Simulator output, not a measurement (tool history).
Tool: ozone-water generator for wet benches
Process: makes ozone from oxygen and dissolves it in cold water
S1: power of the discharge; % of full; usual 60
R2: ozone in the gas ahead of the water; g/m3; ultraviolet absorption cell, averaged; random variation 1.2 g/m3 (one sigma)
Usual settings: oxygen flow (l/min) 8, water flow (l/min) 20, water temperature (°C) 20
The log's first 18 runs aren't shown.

run 19 day=17.371 | S1=41 oxygen_flow_(l/min)=6.97 water_flow_(l/min)=13 water_temperature_(°C)=20 | dissolved_ozone_(ppm)=24.5 R2=175.9
run 20 day=18.304 | S1=69 oxygen_flow_(l/min)=12.27 water_flow_(l/min)=21 water_temperature_(°C)=28 | dissolved_ozone_(ppm)=18.5 R2=179.3
run 21 day=19.592 | S1=66 oxygen_flow_(l/min)=4.4 water_flow_(l/min)=21 water_temperature_(°C)=14 | dissolved_ozone_(ppm)=25.4 R2=307
run 22 day=20.258 | S1=66 oxygen_flow_(l/min)=4.4 water_flow_(l/min)=21 water_temperature_(°C)=14 | dissolved_ozone_(ppm)=25.5 R2=304.9
run 23 day=21.529 | S1=44 oxygen_flow_(l/min)=7.65 water_flow_(l/min)=20 water_temperature_(°C)=18 | dissolved_ozone_(ppm)=19.3 R2=175.6
run 24 day=22.367 | S1=60 oxygen_flow_(l/min)=11.29 water_flow_(l/min)=24 water_temperature_(°C)=20 | dissolved_ozone_(ppm)=18.7 R2=170.1
run 25 day=22.95 | S1=60 oxygen_flow_(l/min)=4.12 water_flow_(l/min)=20 water_temperature_(°C)=20 | dissolved_ozone_(ppm)=23.5 R2=299.8
run 26 day=24.096 | S1=52 oxygen_flow_(l/min)=13.81 water_flow_(l/min)=20 water_temperature_(°C)=24 | dissolved_ozone_(ppm)=16.8 R2=139.6
run 27 day=24.675 | S1=52 oxygen_flow_(l/min)=13.81 water_flow_(l/min)=20 water_temperature_(°C)=24 | dissolved_ozone_(ppm)=17.1 R2=140.6

The next listed run, before its measurement:
run 28 day=25.521 | S1=52 oxygen_flow_(l/min)=13.81 water_flow_(l/min)=17 water_temperature_(°C)=24 | dissolved_ozone_(ppm)=? R2=?

{"run 28": {"dissolved ozone (ppm)": 18.5, "R2": 140.7}}
Without the tool's hidden state the same run would have given dissolved ozone (ppm) 19.2, R2 142.9 g/m3.
